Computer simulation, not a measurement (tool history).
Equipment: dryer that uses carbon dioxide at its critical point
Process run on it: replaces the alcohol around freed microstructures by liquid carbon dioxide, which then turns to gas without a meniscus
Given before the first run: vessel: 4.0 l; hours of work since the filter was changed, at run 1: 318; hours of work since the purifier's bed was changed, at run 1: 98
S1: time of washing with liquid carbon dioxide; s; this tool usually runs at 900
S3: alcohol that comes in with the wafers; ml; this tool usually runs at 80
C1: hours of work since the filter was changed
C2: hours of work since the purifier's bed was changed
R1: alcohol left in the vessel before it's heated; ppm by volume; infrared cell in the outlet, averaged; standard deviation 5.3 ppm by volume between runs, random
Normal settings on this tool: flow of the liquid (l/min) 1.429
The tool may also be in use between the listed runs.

Run 1, hour 0: usual settings; C1 318; C2 98. Result: R1 209 ppm by volume.
Run 2, hour 11.8: usual settings; C1 325; C2 105. Result: R1 212 ppm by volume.
Run 3, hour 21.3: usual settings; C1 330; C2 110. Result: R1 210 ppm by volume.
Run 4, hour 34.1: usual settings; C1 338; C2 118. Result: R1 224 ppm by volume.
Run 5, hour 52: usual settings; C1 348; C2 128. Result: R1 224 ppm by volume.
Run 6, hour 68.3: usual settings; C1 357; C2 138. Result: R1 227 ppm by volume.
Run 7, hour 81.2: usual settings; C1 365; C2 145. Result: R1 235 ppm by volume.
Run 8, hour 94.2: usual settings; C1 372; C2 152. Result: R1 238 ppm by volume.
Run 9, hour 111.1: usual settings; C1 382; C2 162. Result: R1 242 ppm by volume.
Run 10, hour 121.2: usual settings but S1 780 s; C1 388; C2 168. Result: R1 405 ppm by volume.
Run 11, hour 138: usual settings but S1 780 s, flow of the liquid (l/min) 1.34; C1 398; C2 178. Result: R1 502 ppm by volume.
Run 12, hour 152.9: usual settings but S1 780 s, flow of the liquid (l/min) 1.34; C1 406; C2 186. Result: R1 524 ppm by volume.
At hour 157.4: inlet filter changed.
Run 13, hour 167.2: usual settings; C1 6; C2 194. Result: R1 189 ppm by volume.
Run 14, hour 184.2: usual settings but S3 22 ml; C1 15; C2 204. Result: R1 105 ppm by volume.
Run 15, hour 194: usual settings but S3 43 ml; C1 21; C2 209. Result: R1 138 ppm by volume.
Run 16, hour 202.7: usual settings but S1 1200 s; C1 26; C2 214. Result: R1 104 ppm by volume.
Run 17, hour 218.4: usual settings but S1 1200 s; C1 35; C2 223. Result: R1 117 ppm by volume.
Run 18, hour 225.9: usual settings but S1 1200 s; C1 39; C2 228. Result: R1 105 ppm by volume.
Run 19, hour 234.7: usual settings but S1 1200 s; C1 44; C2 233. Result: R1 122 ppm by volume.
Run 20, hour 249.2: usual settings but S1 960 s, flow of the liquid (l/min) 0.9; C1 53; C2 241. Result: R1 691 ppm by volume.
Run 21, hour 263.9: usual settings but S1 840 s, flow of the liquid (l/min) 2.25, S3 68 ml; C1 61; C2 249. Result: R1 110 ppm by volume.
Run 22, hour 279.7: usual settings but S1 840 s, flow of the liquid (l/min) 2.25, S3 68 ml; C1 70; C2 258. Result: R1 115 ppm by volume.
Run 23, hour 295: usual settings but S1 780 s, flow of the liquid (l/min) 1.33; C1 79; C2 267. Result: R1 418 ppm by volume.
Run 24, hour 309.4: usual settings but S1 780 s, flow of the liquid (l/min) 1.87, S3 52 ml; C1 87; C2 276. Result: R1 148 ppm by volume.
Run 25, hour 324.1: usual settings but S1 780 s, flow of the liquid (l/min) 1.87, S3 52 ml; C1 96; C2 284. Result: R1 155 ppm by volume.
Run 26, hour 338.1: usual settings but flow of the liquid (l/min) 2.1, S3 44 ml; C1 104; C2 292. Result: R1 112 ppm by volume.
Run 27, hour 354.1: usual settings but S1 1020 s, flow of the liquid (l/min) 1.7; C1 113; C2 301. Result: R1 151 ppm by volume.
Run 28, hour 370.5: usual settings but S1 720 s, flow of the liquid (l/min) 0.98; C1 123; C2 311. Result: R1 1306 ppm by volume.
Run 29, hour 383.2: usual settings but S1 840 s, flow of the liquid (l/min) 1.53, S3 57 ml; C1 130; C2 318. Result: R1 219 ppm by volume.
Run 30, hour 400.8: usual settings but S1 840 s, flow of the liquid (l/min) 2.15, S3 26 ml; C1 140; C2 328. Result: R1 142 ppm by volume.
Run 31, hour 413.4: usual settings but S1 1020 s, flow of the liquid (l/min) 1.89; C1 147; C2 335. Result: R1 150 ppm by volume.
Run 32, hour 424.2: usual settings but S1 1020 s, flow of the liquid (l/min) 1.85, S3 26 ml; C1 153; C2 342. Result: R1 137 ppm by volume.
Run 33, hour 440.6: usual settings but S1 1020 s, flow of the liquid (l/min) 1.85, S3 26 ml; C1 163; C2 351. Result: R1 137 ppm by volume.
Run 34, hour 456.3: usual settings but S1 840 s; C1 172; C2 360. Result: R1 325 ppm by volume.
Run 35, hour 465.2: usual settings but S3 68 ml; C1 177; C2 365. Result: R1 267 ppm by volume.
Run 36, hour 480.9: usual settings but flow of the liquid (l/min) 1.07, S3 37 ml; C1 186; C2 374. Result: R1 358 ppm by volume.
Run 37, hour 494.8: usual settings but S1 660 s, flow of the liquid (l/min) 1.07, S3 32 ml; C1 194; C2 382. Result: R1 639 ppm by volume.

Pick out some run-to-run changes in R1. Of each, how much would a tool without hidden state show as well, from the settings, what came in and chance, and how much is left for the hidden state and any gauge scatter not in both results compared?
Unlogged tool condition in this case: flow that reaches the vessel past the clogged filter, %; alcohol in the recycled carbon dioxide, ppm; drift of the gauge itself on alcohol_ppm, %.
Run 12 -> 13: S1 780 -> 900, flow of the liquid (l/min) 1.34 -> 1.429, inlet filter changed. R1 -335 ppm by volume: hidden state -165, all else -170.
Run 20 -> 21: S1 960 -> 840, flow of the liquid (l/min) 0.9 -> 2.25, S3 80 -> 68. R1 -581 ppm by volume: hidden state -25, all else -556.
Run 27 -> 28: S1 1020 -> 720, flow of the liquid (l/min) 1.7 -> 0.98. R1 +1155 ppm by volume: hidden state +103, all else +1052.
Run 28 -> 29: S1 720 -> 840, flow of the liquid (l/min) 0.98 -> 1.53, S3 80 -> 57. R1 -1087 ppm by volume: hidden state -90, all else -997.

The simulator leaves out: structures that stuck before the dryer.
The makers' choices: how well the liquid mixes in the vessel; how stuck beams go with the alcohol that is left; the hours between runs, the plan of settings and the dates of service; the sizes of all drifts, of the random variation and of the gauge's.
